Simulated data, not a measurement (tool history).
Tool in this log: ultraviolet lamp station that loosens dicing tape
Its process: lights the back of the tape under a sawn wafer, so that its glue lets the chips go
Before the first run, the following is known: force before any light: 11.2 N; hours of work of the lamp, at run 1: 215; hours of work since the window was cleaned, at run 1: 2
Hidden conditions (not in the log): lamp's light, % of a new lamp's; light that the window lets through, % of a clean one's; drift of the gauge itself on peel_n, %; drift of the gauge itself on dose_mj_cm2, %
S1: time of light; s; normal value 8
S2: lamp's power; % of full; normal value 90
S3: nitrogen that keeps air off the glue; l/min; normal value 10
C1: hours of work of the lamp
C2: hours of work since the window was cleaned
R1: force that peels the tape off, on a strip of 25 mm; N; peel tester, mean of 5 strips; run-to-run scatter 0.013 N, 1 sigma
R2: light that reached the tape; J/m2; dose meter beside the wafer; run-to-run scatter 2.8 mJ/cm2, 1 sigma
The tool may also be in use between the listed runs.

run	hour	S1	S2	S3	C1	C2	R1	R2
1	0	8	90	10	215	2	0.666	3770
2	13.9	8	90	10	225	12	0.704	3800
3	24.2	9	90	10	232	19	0.511	4230
4	38.8	8	77	10	243	30	0.983	3150
5	48.6	8	77	10	250	37	1.016	3160
6	57.3	8	77	10	256	43	1.022	3120
7	67.8	8	90	10	263	50	0.699	3740
8	74.9	8	90	10	269	55	0.691	3720
9	83.8	8	90	10	275	62	0.721	3720
10	94.4	8	90	10	282	69	0.705	3730
11	102.7	8	90	10	288	75	0.718	3700
12	115.2	8	65	10	297	84	1.473	2670
13	123.8	8	90	7	303	90	0.994	3660
14	138.8	8	90	7	314	101	0.987	3660
15	149.9	8	90	5	322	109	1.343	3660
16	160.3	10	90	5	329	116	0.815	4580
17	172.7	13	86	14	338	125	0.189	5600
18	183.3	11	86	6	346	133	0.637	4740
19	198.5	8	62	8	357	143	1.947	2430
20	213.3	8	78	8	367	154	1.276	3100

Pick out some run-to-run changes in R1. Of each, how much would a tool without hidden state show as well, from the settings, what came in and chance, and how much is left for the hidden state and any gauge scatter not in both results compared?
Run 11 -> 12: S2 90 -> 65. R1 +0.755 N: hidden state +0.07, all else +0.685.
Run 16 -> 17: S1 10 -> 13, S2 90 -> 86, S3 5 -> 14. R1 -0.626 N: hidden state -0.106, all else -0.52.
Run 18 -> 19: S1 11 -> 8, S2 86 -> 62, S3 6 -> 8. R1 +1.31 N: hidden state +0.145, all else +1.165.
